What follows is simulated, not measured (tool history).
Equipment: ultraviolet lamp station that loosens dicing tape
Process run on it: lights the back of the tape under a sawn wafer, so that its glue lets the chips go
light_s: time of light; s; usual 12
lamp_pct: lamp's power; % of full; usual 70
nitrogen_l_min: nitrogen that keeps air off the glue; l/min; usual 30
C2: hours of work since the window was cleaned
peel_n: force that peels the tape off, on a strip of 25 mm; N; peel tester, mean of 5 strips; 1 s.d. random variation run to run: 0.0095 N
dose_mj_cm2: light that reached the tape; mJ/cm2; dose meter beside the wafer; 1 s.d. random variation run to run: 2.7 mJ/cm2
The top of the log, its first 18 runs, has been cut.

run 19 hour=1049.6 | light_s=9 lamp_pct=70 nitrogen_l_min=30 | hours_of_work_of_the_lamp=681 C2=245 | peel_n=0.780 dose_mj_cm2=263
run 20 hour=1098.7 | light_s=12 lamp_pct=70 nitrogen_l_min=29 | hours_of_work_of_the_lamp=709 C2=274 | peel_n=0.421 dose_mj_cm2=352
run 21 hour=1134.0 | light_s=12 lamp_pct=70 nitrogen_l_min=30 | hours_of_work_of_the_lamp=730 C2=294 | peel_n=0.422 dose_mj_cm2=347
run 22 hour=1210.2 | light_s=12 lamp_pct=70 nitrogen_l_min=45 | hours_of_work_of_the_lamp=774 C2=338 | peel_n=0.308 dose_mj_cm2=348
run 23 hour=1252.4 | light_s=7 lamp_pct=69 nitrogen_l_min=48 | hours_of_work_of_the_lamp=799 C2=363 | peel_n=0.950 dose_mj_cm2=199
-- hour=1290.2 lamp changed
run 24 hour=1305.6 | light_s=22 lamp_pct=70 nitrogen_l_min=15 | hours_of_work_of_the_lamp=9 C2=393 | peel_n=0.191 dose_mj_cm2=643
run 25 hour=1342.7 | light_s=22 lamp_pct=70 nitrogen_l_min=15 | hours_of_work_of_the_lamp=31 C2=415 | peel_n=0.186 dose_mj_cm2=636
run 26 hour=1397.8 | light_s=22 lamp_pct=79 nitrogen_l_min=10 | hours_of_work_of_the_lamp=63 C2=447 | peel_n=0.196 dose_mj_cm2=722
run 27 hour=1453.1 | light_s=15 lamp_pct=64 nitrogen_l_min=20 | hours_of_work_of_the_lamp=95 C2=479 | peel_n=0.425 dose_mj_cm2=400
run 28 hour=1523.8 | light_s=12 lamp_pct=93 nitrogen_l_min=20 | hours_of_work_of_the_lamp=136 C2=520 | peel_n=0.285 dose_mj_cm2=461
run 29 hour=1562.7 | light_s=12 lamp_pct=93 nitrogen_l_min=20 | hours_of_work_of_the_lamp=159 C2=543 | peel_n=0.296 dose_mj_cm2=465
run 30 hour=1616.7 | light_s=10 lamp_pct=67 nitrogen_l_min=30 | hours_of_work_of_the_lamp=190 C2=575 | peel_n=0.680 dose_mj_cm2=278
-- hour=1639.2 window cleaned of glue's vapour
run 31 hour=1672.0 | light_s=10 lamp_pct=67 nitrogen_l_min=30 | hours_of_work_of_the_lamp=222 C2=19 | peel_n=0.694 dose_mj_cm2=279
run 32 hour=1743.8 | light_s=10 lamp_pct=67 nitrogen_l_min=30 | hours_of_work_of_the_lamp=264 C2=61 | peel_n=0.649 dose_mj_cm2=282
run 33 hour=1798.0 | light_s=10 lamp_pct=88 nitrogen_l_min=31 | hours_of_work_of_the_lamp=295 C2=92 | peel_n=0.342 dose_mj_cm2=366
run 34 hour=1846.8 | light_s=18 lamp_pct=83 nitrogen_l_min=30 | hours_of_work_of_the_lamp=324 C2=121 | peel_n=0.142 dose_mj_cm2=630
run 35 hour=1924.5 | light_s=11 lamp_pct=70 nitrogen_l_min=14 | hours_of_work_of_the_lamp=369 C2=166 | peel_n=0.872 dose_mj_cm2=317
run 36 hour=1978.8 | light_s=7 lamp_pct=61 nitrogen_l_min=30 | hours_of_work_of_the_lamp=401 C2=198 | peel_n=1.538 dose_mj_cm2=177
run 37 hour=2042.0 | light_s=7 lamp_pct=61 nitrogen_l_min=30 | hours_of_work_of_the_lamp=437 C2=234 | peel_n=1.531 dose_mj_cm2=173
run 38 hour=2082.1 | light_s=14 lamp_pct=70 nitrogen_l_min=30 | hours_of_work_of_the_lamp=461 C2=258 | peel_n=0.286 dose_mj_cm2=405
run 39 hour=2152.4 | light_s=14 lamp_pct=70 nitrogen_l_min=30 | hours_of_work_of_the_lamp=502 C2=299 | peel_n=0.281 dose_mj_cm2=410
run 40 hour=2194.4 | light_s=14 lamp_pct=70 nitrogen_l_min=30 | hours_of_work_of_the_lamp=526 C2=323 | peel_n=0.287 dose_mj_cm2=406
run 41 hour=2262.9 | light_s=12 lamp_pct=62 nitrogen_l_min=30 | hours_of_work_of_the_lamp=566 C2=363 | peel_n=0.554 dose_mj_cm2=305
run 42 hour=2315.4 | light_s=12 lamp_pct=62 nitrogen_l_min=30 | hours_of_work_of_the_lamp=597 C2=394 | peel_n=0.548 dose_mj_cm2=306
run 43 hour=2388.1 | light_s=13 lamp_pct=70 nitrogen_l_min=10 | hours_of_work_of_the_lamp=639 C2=436 | peel_n=0.793 dose_mj_cm2=380

4 options for the next run, each taken on its own from the tool as it stands now. Forecast them:
run A hour=2435.0 | light_s=13 lamp_pct=94 nitrogen_l_min=10 | hours_of_work_of_the_lamp=666 C2=463 | peel_n=? dose_mj_cm2=?
run B hour=2435.0 | light_s=12 lamp_pct=76 nitrogen_l_min=30 | hours_of_work_of_the_lamp=666 C2=463 | peel_n=? dose_mj_cm2=?
run C hour=2435.0 | light_s=12 lamp_pct=70 nitrogen_l_min=44 | hours_of_work_of_the_lamp=666 C2=463 | peel_n=? dose_mj_cm2=?
run D hour=2435.0 | light_s=12 lamp_pct=70 nitrogen_l_min=16 | hours_of_work_of_the_lamp=666 C2=463 | peel_n=? dose_mj_cm2=?

run=A peel_n=0.452 dose_mj_cm2=506
run=B peel_n=0.340 dose_mj_cm2=381
run=C peel_n=0.303 dose_mj_cm2=355
run=D peel_n=0.654 dose_mj_cm2=346
The same runs, with their run-to-run variation unchanged, on a tool lacking any hidden condition would have given:
run=A peel_n=0.449 dose_mj_cm2=508
run=B peel_n=0.338 dose_mj_cm2=382
run=C peel_n=0.302 dose_mj_cm2=356
run=D peel_n=0.651 dose_mj_cm2=347
